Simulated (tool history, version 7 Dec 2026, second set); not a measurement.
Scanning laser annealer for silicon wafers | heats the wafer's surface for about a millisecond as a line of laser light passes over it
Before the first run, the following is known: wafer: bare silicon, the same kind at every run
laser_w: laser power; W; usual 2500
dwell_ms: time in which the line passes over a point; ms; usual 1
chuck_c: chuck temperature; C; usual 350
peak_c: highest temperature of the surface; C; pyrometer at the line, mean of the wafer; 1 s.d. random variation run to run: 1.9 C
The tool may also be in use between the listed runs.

run,day,laser_w,dwell_ms,chuck_c,peak_c
1,0,2500,1,350,1199
2,0.85,2500,1,350,1199
3,2.133,2500,1,350,1197
4,3.262,2500,1,350,1195
5,3.9,2500,1,350,1199
6,5.117,2500,1,371,1218
7,6.321,2500,1,350,1197
8,7.067,2500,1,327,1178
9,7.779,2500,1,375,1221
10,9,2500,1,375,1223
11,10.1,2500,1,375,1225
12,11.5,2500,1,375,1222
13,12.983,2500,1,375,1223
14,14.404,2500,1,375,1223
15,15.7,2500,1,352,1202
16,16.862,2500,1,350,1200
17,17.983,2500,1,350,1201
18,19.483,2500,0.7,350,1077
19,20.6,2404,0.7,350,1037
20,22.012,2187,0.7,350,955
21,22.812,2187,0.7,350,957
22,23.85,2187,0.7,350,953
23,24.492,2187,0.7,342,950
24,25.642,2365,1.12,342,1172
25,27.154,2365,1.12,342,1169
26,27.792,2365,1.12,342,1171
27,29.283,2500,1,331,1181
28,30.583,2348,1.18,365,1206
29,31.771,2348,1.18,365,1209
30,33.088,2391,1,314,1117
31,34.504,2500,1,366,1212
32,35.658,2160,0.87,340,999
33,37.029,2743,0.92,383,1304
34,37.679,2149,1.14,311,1050
35,38.771,2149,1.14,311,1046
36,39.925,2149,1.14,311,1049
37,41.133,2348,1,348,1129
38,42.062,2167,0.99,352,1051
39,43.292,2204,1.16,339,1106
40,44.392,2287,1,350,1103

Removed from this log: 2 entries logged between the listed runs. Between which two listed runs does each belong, and how does the tool's hidden state at the listed run before it compare with that at the listed run after it?
Between runs 16 and 17: window over the wafer cleaned (day 17.867)
  light that passes the window, % of a clean one's: 99.9 -> 100
Between runs 27 and 28: optics aligned, line set to its width (day 29.862)
  light that passes the window, % of a clean one's: 99.98 -> 99.97; width of the line over the set one, %: 0.03 -> 0
